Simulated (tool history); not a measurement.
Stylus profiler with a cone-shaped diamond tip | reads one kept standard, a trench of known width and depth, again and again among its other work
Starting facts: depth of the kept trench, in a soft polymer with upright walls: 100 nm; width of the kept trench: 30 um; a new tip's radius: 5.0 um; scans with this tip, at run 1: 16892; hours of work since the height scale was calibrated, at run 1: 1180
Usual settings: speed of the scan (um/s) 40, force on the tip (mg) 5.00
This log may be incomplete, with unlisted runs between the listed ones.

run	hour	speed of the scan (um/s)	force on the tip (mg)	scans with this tip	hours of work since the height scale was calibrated	depth of the trench (Å)	width of the trench's floor (nm)
1	0.0	40	5.00	16892	1180	1005.7	27330
2	98.2	40	5.00	17730	1238	1006.3	27340
3	158.6	40	5.00	18244	1274	1006.0	27330
4	288.5	40	5.00	19352	1352	1004.4	27290
5	433.3	40	5.00	20588	1438	1005.1	27260
6	569.0	40	5.00	21745	1519	1002.1	27200
7	712.5	37	5.00	22970	1604	1004.8	27260
# hour 784.0: new tip fitted, height scale calibrated
8	813.8	37	5.00	253	18	1011.4	27890
9	953.9	40	5.00	1449	101	1012.2	27800
10	1090.6	40	5.00	2615	183	1009.9	27770
11	1189.9	40	5.00	3462	242	1010.0	27800
12	1305.1	40	5.00	4445	310	1009.9	27740
13	1400.8	115	5.00	5261	367	1009.8	27460
14	1532.0	12	5.00	6381	446	1009.6	27780
15	1590.3	12	2.04	6878	480	1005.1	27760
16	1696.8	15	8.77	7786	544	1014.3	27750
17	1780.9	65	5.24	8503	594	1008.3	27540
18	1906.8	65	5.24	9578	669	1009.7	27540
19	2030.8	65	5.24	10635	743	1008.6	27460
20	2108.8	17	14.38	11301	789	1020.3	27650
21	2181.4	21	7.70	11920	833	1012.2	27590
22	2297.9	65	6.34	12914	902	1008.0	27430
23	2404.7	49	9.91	13825	966	1016.2	27490
24	2545.8	19	14.55	15028	1050	1018.1	27570
25	2678.7	116	10.84	16162	1129	1014.0	27260
26	2761.4	103	8.50	16868	1178	1010.5	27160
27	2836.6	125	10.54	17509	1223	1014.0	27250
28	2910.2	25	5.00	18137	1267	1006.0	27440
29	3033.5	25	5.00	19189	1340	1004.5	27400

For some of the steps in depth of the trench (Å) from one run to the next: how much would appear even if the tool had no hidden state, given the settings, what came in and random variation, and how much remains for the hidden state plus any gauge scatter that the measured result and the result without hidden state don't share?
Hidden state present: radius of the tip, um; height scale over the true one, %; drift of the gauge itself on depth_nm, %; drift of the gauge itself on floor_um, %.
Run 6 -> 7: speed of the scan (um/s) 40 -> 37. depth of the trench (Å) +2.7: hidden state -0.5, all else +3.2.
Run 7 -> 8: new tip fitted, height scale calibrated. depth of the trench (Å) +6.6: hidden state +7.8, all else -1.2.
Run 15 -> 16: speed of the scan (um/s) 12 -> 15, force on the tip (mg) 2.04 -> 8.77. depth of the trench (Å) +9.2: hidden state -0.3, all else +9.5.
Run 19 -> 20: speed of the scan (um/s) 65 -> 17, force on the tip (mg) 5.24 -> 14.38. depth of the trench (Å) +11.7: hidden state -0.2, all else +11.9.
